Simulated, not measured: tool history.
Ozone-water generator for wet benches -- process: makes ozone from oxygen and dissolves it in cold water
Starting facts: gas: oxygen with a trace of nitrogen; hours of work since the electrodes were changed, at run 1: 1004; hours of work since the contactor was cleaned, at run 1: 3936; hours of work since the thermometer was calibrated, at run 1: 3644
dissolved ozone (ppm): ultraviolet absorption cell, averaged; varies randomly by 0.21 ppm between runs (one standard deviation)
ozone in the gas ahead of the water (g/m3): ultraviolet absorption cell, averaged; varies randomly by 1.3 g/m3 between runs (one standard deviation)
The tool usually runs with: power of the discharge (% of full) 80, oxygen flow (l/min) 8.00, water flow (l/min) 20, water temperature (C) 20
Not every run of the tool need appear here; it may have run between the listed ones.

run    hour  power of the discharge (% of full)  oxygen flow (l/min)  water flow (l/min)  water temperature (C)  hours of work since the electrodes were changed  hours of work since the contactor was cleaned  hours of work since the thermometer was calibrated  dissolved ozone (ppm)  ozone in the gas ahead of the water (g/m3)
  1     0.0                                  80                 8.00                  20                     20                                             1004                                           3936                                                3644                   28.0                                       233.0
  2    63.0                                  80                 8.00                  20                     20                                             1055                                           3987                                                3695                   28.4                                       234.9
  3   110.2                                  80                 8.00                  20                     20                                             1093                                           4025                                                3733                   28.2                                       235.4
  4   164.7                                  80                 8.00                  20                     20                                             1137                                           4069                                                3777                   28.1                                       229.3
  5   217.6                                  80                 8.00                  20                     20                                             1180                                           4112                                                3820                   28.2                                       232.3
  6   259.6                                  80                 8.00                  20                     20                                             1214                                           4146                                                3854                   27.7                                       234.4
  7   346.9                                  80                 8.00                  20                     20                                             1284                                           4216                                                3925                   27.6                                       230.7
  8   392.7                                  80                 8.00                  20                     20                                             1321                                           4253                                                3962                   27.7                                       230.4
  9   477.9                                  80                 8.00                  20                     20                                             1390                                           4322                                                4031                   27.8                                       231.1
 10   544.0                                  80                 8.00                  14                     20                                             1444                                           4376                                                4084                   34.4                                       229.6
 11   626.2                                  80                 8.00                  14                     20                                             1510                                           4442                                                4151                   34.9                                       228.8
 12   694.5                                  80                 8.00                  14                     20                                             1566                                           4498                                                4206                   34.0                                       228.3
 13   737.4                                  80                 8.00                  14                     20                                             1600                                           4532                                                4241                   34.5                                       229.3
 14   795.0                                  80                 8.00                  14                     20                                             1647                                           4579                                                4287                   34.6                                       227.2
 15   874.6                                  80                 8.00                  14                     20                                             1711                                           4643                                                4352                   33.9                                       227.1
 16   930.5                                  80                 8.00                  14                     20                                             1757                                           4689                                                4397                   33.9                                       227.0
 17   976.9                                  80                 4.31                  26                     20                                             1794                                           4726                                                4435                   22.1                                       321.9
 18  1030.0                                  80                 4.31                  26                     20                                             1837                                           4769                                                4478                   22.1                                       322.5
 19  1116.8                                  80                 5.87                  23                     20                                             1907                                           4840                                                4548                   25.1                                       268.7
 20  1195.8                                  43                 8.00                  14                     20                                             1971                                           4903                                                4612                   20.3                                       135.7
 21  1291.3                                  80                 8.00                  28                     20                                             2049                                           4981                                                4689                   20.7                                       222.9
 22  1372.2                                  80                 8.00                  15                     20                                             2114                                           5046                                                4755                   32.1                                       222.2
 23  1425.6                                  64                10.23                  19                     21                                             2157                                           5089                                                4798                   21.4                                       162.6
 24  1485.4                                  64                10.23                  19                     21                                             2206                                           5138                                                4846                   21.6                                       161.8
 25  1536.1                                  95                10.23                  19                     21                                             2247                                           5179                                                4887                   29.0                                       222.2
 26  1622.1                                  57                 8.00                  13                     20                                             2316                                           5248                                                4957                   26.1                                       168.2
 27  1673.8                                  80                 4.54                  20                     20                                             2358                                           5290                                                4999                   27.1                                       302.8
 28  1736.5                                  80                 8.00                  21                     23                                             2409                                           5341                                                5049                   23.8                                       219.8
     1760.9  -- contactor cleaned
 29  1818.9                                  70                 8.00                  21                     20                                             2472                                             47                                                5113                   24.3                                       195.9
 30  1859.5                                  70                 8.00                  21                     20                                             2505                                             80                                                5146                   24.0                                       194.8
 31  1936.2                                  70                 8.00                  21                     20                                             2567                                            142                                                5208                   24.0                                       195.4
 32  2024.4                                  70                 8.00                  13                     26                                             2639                                            213                                                5279                   27.9                                       195.7

Consider 5 possible next runs. They are alternatives, not a sequence: every one starts from the tool as it was left by run 32. What does each give?
  A  2064.0                                  78                 8.00                  13                     24                                             2671                                            245                                                5311                      ?                                           ?
  B  2064.0                                  49                 9.56                  20                     20                                             2671                                            245                                                5311                      ?                                           ?
  C  2064.0                                  81                 6.34                  20                     25                                             2671                                            245                                                5311                      ?                                           ?
  D  2064.0                                  70                 8.00                  12                     26                                             2671                                            245                                                5311                      ?                                           ?
  E  2064.0                                  66                12.81                  13                     16                                             2671                                            245                                                5311                      ?                                           ?

run  dissolved ozone (ppm)  ozone in the gas ahead of the water (g/m3)
  A                   31.8                                       211.9
  B                   18.1                                       133.3
  C                   26.5                                       251.3
  D                   29.1                                       195.0
  E                   29.4                                       142.0
Stripped of hidden state, with their random variation kept, the same runs would have yielded:
run  dissolved ozone (ppm)  ozone in the gas ahead of the water (g/m3)
  A                   36.3                                       239.0
  B                   19.7                                       144.1
  C                   30.3                                       284.4
  D                   32.8                                       217.8
  E                   33.1                                       157.7
